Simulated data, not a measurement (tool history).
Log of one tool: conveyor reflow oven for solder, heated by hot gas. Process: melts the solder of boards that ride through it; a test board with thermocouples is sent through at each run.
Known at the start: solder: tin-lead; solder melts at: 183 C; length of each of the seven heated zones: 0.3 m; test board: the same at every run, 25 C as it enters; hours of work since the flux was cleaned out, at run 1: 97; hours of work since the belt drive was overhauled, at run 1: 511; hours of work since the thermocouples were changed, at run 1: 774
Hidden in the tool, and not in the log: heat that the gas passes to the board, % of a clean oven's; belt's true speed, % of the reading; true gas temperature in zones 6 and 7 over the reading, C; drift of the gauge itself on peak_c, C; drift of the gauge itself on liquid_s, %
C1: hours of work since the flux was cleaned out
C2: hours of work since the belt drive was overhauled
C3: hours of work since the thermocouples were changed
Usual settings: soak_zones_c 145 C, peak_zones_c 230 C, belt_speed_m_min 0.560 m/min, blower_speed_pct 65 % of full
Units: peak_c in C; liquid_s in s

Run 1, hour 0.0: usual settings; C1 97; C2 511; C3 774. Result: peak_c 205.6 C, liquid_s 39.8 s.
Run 2, hour 95.3: usual settings; C1 158; C2 572; C3 835. Result: peak_c 205.1 C, liquid_s 39.1 s.
At hour 178.7: flux residue cleaned out of gas plates and filters.
Run 3, hour 190.6: usual settings; C1 8; C2 630; C3 892. Result: peak_c 205.1 C, liquid_s 38.6 s.
Run 4, hour 237.9: usual settings; C1 38; C2 660; C3 923. Result: peak_c 204.4 C, liquid_s 38.4 s.
Run 5, hour 321.4: usual settings; C1 91; C2 713; C3 976. Result: peak_c 203.9 C, liquid_s 37.4 s.
Run 6, hour 387.7: usual settings; C1 134; C2 756; C3 1018. Result: peak_c 203.6 C, liquid_s 37.2 s.
Run 7, hour 472.1: usual settings; C1 188; C2 810; C3 1072. Result: peak_c 203.0 C, liquid_s 36.5 s.
At hour 509.2: flux residue cleaned out of gas plates and filters.
Run 8, hour 550.8: usual settings; C1 27; C2 857; C3 1120. Result: peak_c 205.6 C, liquid_s 39.9 s.
Run 9, hour 597.0: usual settings but belt_speed_m_min 0.596 m/min; C1 56; C2 887; C3 1149. Result: peak_c 202.9 C, liquid_s 34.4 s.
At hour 658.5: flux residue cleaned out of gas plates and filters, once more.
Run 10, hour 684.4: usual settings; C1 17; C2 939; C3 1202. Result: peak_c 205.3 C, liquid_s 39.6 s.
Run 11, hour 735.1: usual settings but belt_speed_m_min 0.547 m/min; C1 49; C2 972; C3 1234. Result: peak_c 206.3 C, liquid_s 41.8 s.
Run 12, hour 829.6: usual settings; C1 109; C2 1032; C3 1295. Result: peak_c 204.9 C, liquid_s 39.1 s.
At hour 847.9: thermocouples of zones 6 and 7 changed.
Run 13, hour 878.7: usual settings; C1 140; C2 1062; C3 20. Result: peak_c 207.6 C, liquid_s 41.7 s.
Run 14, hour 928.9: usual settings; C1 172; C2 1094; C3 52. Result: peak_c 206.8 C, liquid_s 41.3 s.
Run 15, hour 979.5: usual settings but blower_speed_pct 79 % of full; C1 204; C2 1127; C3 84. Result: peak_c 209.8 C, liquid_s 44.5 s.
At hour 993.9: flux residue cleaned out of gas plates and filters.
Run 16, hour 1029.6: usual settings but blower_speed_pct 79 % of full; C1 23; C2 1156; C3 113. Result: peak_c 210.6 C, liquid_s 45.3 s.
Run 17, hour 1124.2: usual settings but belt_speed_m_min 0.566 m/min; C1 83; C2 1216; C3 174. Result: peak_c 206.9 C, liquid_s 40.7 s.
Run 18, hour 1169.7: usual settings but soak_zones_c 131 C, peak_zones_c 225 C, belt_speed_m_min 0.482 m/min, blower_speed_pct 83 % of full; C1 112; C2 1245; C3 203. Result: peak_c 208.8 C, liquid_s 47.4 s.
Run 19, hour 1247.6: usual settings but soak_zones_c 131 C, peak_zones_c 236 C, belt_speed_m_min 0.482 m/min, blower_speed_pct 73 % of full; C1 162; C2 1295; C3 252. Result: peak_c 215.6 C, liquid_s 52.8 s.
At hour 1323.5: flux residue cleaned out of gas plates and filters.
Run 20, hour 1343.1: usual settings but soak_zones_c 134 C, peak_zones_c 233 C, belt_speed_m_min 0.541 m/min, blower_speed_pct 81 % of full; C1 13; C2 1353; C3 310. Result: peak_c 212.6 C, liquid_s 44.9 s.
Run 21, hour 1424.2: usual settings but soak_zones_c 134 C, peak_zones_c 233 C, belt_speed_m_min 0.541 m/min, blower_speed_pct 81 % of full; C1 64; C2 1405; C3 362. Result: peak_c 211.8 C, liquid_s 44.6 s.
Run 22, hour 1514.6: usual settings but soak_zones_c 134 C, peak_zones_c 233 C, belt_speed_m_min 0.541 m/min, blower_speed_pct 81 % of full; C1 122; C2 1463; C3 420. Result: peak_c 211.4 C, liquid_s 44.9 s.
Run 23, hour 1576.7: usual settings but soak_zones_c 134 C, peak_zones_c 233 C, belt_speed_m_min 0.541 m/min, blower_speed_pct 81 % of full; C1 162; C2 1502; C3 460. Result: peak_c 211.5 C, liquid_s 43.9 s.
At hour 1655.4: flux residue cleaned out of gas plates and filters.
Run 24, hour 1660.1: usual settings but soak_zones_c 134 C, peak_zones_c 233 C, belt_speed_m_min 0.541 m/min, blower_speed_pct 81 % of full; C1 3; C2 1552; C3 510. Result: peak_c 212.5 C, liquid_s 45.4 s.
At hour 1675.3: belt drive overhauled, speed set with a stopwatch.
Run 25, hour 1714.7: usual settings but soak_zones_c 132 C, peak_zones_c 245 C; C1 35; C2 25; C3 542. Result: peak_c 215.6 C, liquid_s 43.8 s.
Run 26, hour 1803.3: usual settings but soak_zones_c 132 C, peak_zones_c 245 C; C1 92; C2 82; C3 599. Result: peak_c 214.5 C, liquid_s 43.5 s.
Run 27, hour 1866.0: usual settings but soak_zones_c 154 C, peak_zones_c 245 C; C1 132; C2 122; C3 639. Result: peak_c 219.4 C, liquid_s 53.7 s.
Run 28, hour 1919.5: usual settings but soak_zones_c 156 C, blower_speed_pct 53 % of full; C1 166; C2 156; C3 673. Result: peak_c 204.9 C, liquid_s 42.2 s.
At hour 1995.2: flux residue cleaned out of gas plates and filters.
Run 29, hour 2020.7: usual settings but soak_zones_c 138 C, peak_zones_c 235 C, belt_speed_m_min 0.648 m/min, blower_speed_pct 85 % of full; C1 16; C2 218; C3 735. Result: peak_c 208.0 C, liquid_s 34.5 s.
Run 30, hour 2096.9: usual settings but soak_zones_c 142 C, blower_speed_pct 53 % of full; C1 65; C2 266; C3 783. Result: peak_c 201.7 C, liquid_s 33.1 s.

Forecast each of these 4 alternatives for the next run:
Run A, hour 2171.6: usual settings but peak_zones_c 239 C, belt_speed_m_min 0.566 m/min, blower_speed_pct 77 % of full; C1 113; C2 314; C3 831. Result: peak_c ?, liquid_s ?.
Run B, hour 2171.6: usual settings but soak_zones_c 142 C, belt_speed_m_min 0.557 m/min, blower_speed_pct 83 % of full; C1 113; C2 314; C3 831. Result: peak_c ?, liquid_s ?.
Run C, hour 2171.6: usual settings but soak_zones_c 156 C, peak_zones_c 241 C, blower_speed_pct 58 % of full; C1 113; C2 314; C3 831. Result: peak_c ?, liquid_s ?.
Run D, hour 2171.6: usual settings but peak_zones_c 229 C; C1 113; C2 314; C3 831. Result: peak_c ?, liquid_s ?.

run  peak_c  liquid_s
  A   215.4      47.8
  B   208.9      43.0
  C   214.9      51.1
  D   204.5      38.7
Without the tool's hidden state the same runs would have given:
run  peak_c  liquid_s
  A   218.5      49.8
  B   212.0      45.4
  C   217.8      53.0
  D   207.4      41.5
